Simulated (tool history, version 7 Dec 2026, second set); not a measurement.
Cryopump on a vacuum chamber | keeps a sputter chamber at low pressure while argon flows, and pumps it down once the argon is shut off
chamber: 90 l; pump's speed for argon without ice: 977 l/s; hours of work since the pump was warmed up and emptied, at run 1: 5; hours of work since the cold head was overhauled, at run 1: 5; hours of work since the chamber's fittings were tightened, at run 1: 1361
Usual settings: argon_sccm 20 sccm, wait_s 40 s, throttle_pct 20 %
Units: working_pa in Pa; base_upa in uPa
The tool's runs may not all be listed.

run   hour  argon_sccm  wait_s  throttle_pct  hours of work since the pump was warmed up and emptied  hours of work since the cold head was overhauled  hours of work since the chamber's fittings were tightened  working_pa  base_upa
  1    0.0          20      40            20                                                       5                                                 5                                                       1361      0.1734      4.86
  2   16.0          20      40            20                                                      17                                                17                                                       1373      0.1728      4.67
  3   24.6          20      33            20                                                      23                                                23                                                       1380      0.1734      5.05
  4   36.0          20      40            20                                                      32                                                32                                                       1388      0.1737      4.81
  5   43.7          20      40            20                                                      37                                                37                                                       1394      0.1730      4.61
  6   54.8          20      40            20                                                      46                                                46                                                       1402      0.1739      4.81
  7   70.2          20      40            20                                                      57                                                57                                                       1414      0.1740      4.81
  8   77.2          20      40            20                                                      63                                                63                                                       1419      0.1745      4.91
  9   91.2          13      40            20                                                      73                                                73                                                       1430      0.1130      4.82
 10  105.6          13      40            20                                                      84                                                84                                                       1440      0.1136      5.05
 11  114.3          18      40            20                                                      90                                                90                                                       1447      0.1561      4.99
 12  125.2          20      40            20                                                      99                                                99                                                       1455      0.1746      5.02
 13  132.7          20      40            20                                                     104                                               104                                                       1461      0.1737      4.88
 14  141.4          20      40            20                                                     111                                               111                                                       1467      0.1756      5.15
 15  156.0          29      40            20                                                     122                                               122                                                       1478      0.2511      5.03
 16  169.9          29      40            20                                                     132                                               132                                                       1489      0.2527      5.02
 17  183.3          29      44            20                                                     142                                               142                                                       1499      0.2532      5.10
 18  190.6          17     120            43                                                     148                                               148                                                       1504      0.0704      4.20
 19  201.2          27     214            20                                                     156                                               156                                                       1512      0.2371      3.88
 20  211.0          20      40            36                                                     163                                               163                                                       1519      0.0985      5.31
 21  220.3          20      62            20                                                     170                                               170                                                       1526      0.1749      4.64
 22  234.1          20      62            20                                                     180                                               180                                                       1537      0.1757      4.83
 23  249.8          20      62            20                                                     192                                               192                                                       1549      0.1747      4.89
 24  260.7          16     202            28                                                     200                                               200                                                       1557      0.1008      4.15
 25  275.7          18      28            16                                                     212                                               212                                                       1568      0.1986      6.04
 26  287.0          18      28            16                                                     220                                               220                                                       1576      0.1970      6.03
 27  294.5          30      40            47                                                     226                                               226                                                       1582      0.1165      5.41
 28  302.0          18     121            57                                                     231                                               231                                                       1588      0.0567      4.55
 29  317.2          18      95            57                                                     243                                               243                                                       1599      0.0582      4.61
     320.1  -- leaking fittings of the chamber tightened, without venting
 30  327.3          10     232            20                                                     249                                               249                                                          5      0.0883      0.62
 31  335.8          20      64            20                                                     255                                               255                                                         12      0.1768      1.34
 32  350.0          20      64            57                                                     266                                               266                                                         22      0.0636      1.32
 33  363.4          15      84            20                                                     276                                               276                                                         32      0.1331      1.12

Hidden state or all else? Some run-to-run changes of working_pa, split into what the settings, what came in and random variation would give without the hidden state, and what is left for the hidden state (with any gauge scatter that isn't in both results):
The hidden state here: pump's speed, % of a pump's without ice; cold plate's temperature, K; leak into the chamber, uPa l/s; drift of the gauge itself on working_pa, %; drift of the gauge itself on base_upa, %.
Run 17 -> 18: argon_sccm 29 -> 17, wait_s 44 -> 120, throttle_pct 20 -> 43. working_pa -0.1828 Pa: hidden state -0.0012, all else -0.1816.
Run 18 -> 19: argon_sccm 17 -> 27, wait_s 120 -> 214, throttle_pct 43 -> 20. working_pa +0.1667 Pa: hidden state +0.0012, all else +0.1655.
Run 19 -> 20: argon_sccm 27 -> 20, wait_s 214 -> 40, throttle_pct 20 -> 36. working_pa -0.1386 Pa: hidden state -0.0007, all else -0.1379.
Run 26 -> 27: argon_sccm 18 -> 30, wait_s 28 -> 40, throttle_pct 16 -> 47. working_pa -0.0805 Pa: hidden state +0.0021, all else -0.0826.
Run 27 -> 28: argon_sccm 30 -> 18, wait_s 40 -> 121, throttle_pct 47 -> 57. working_pa -0.0598 Pa: hidden state -0.0020, all else -0.0578.
Run 30 -> 31: argon_sccm 10 -> 20, wait_s 232 -> 64. working_pa +0.0885 Pa: hidden state +0.0020, all else +0.0865.
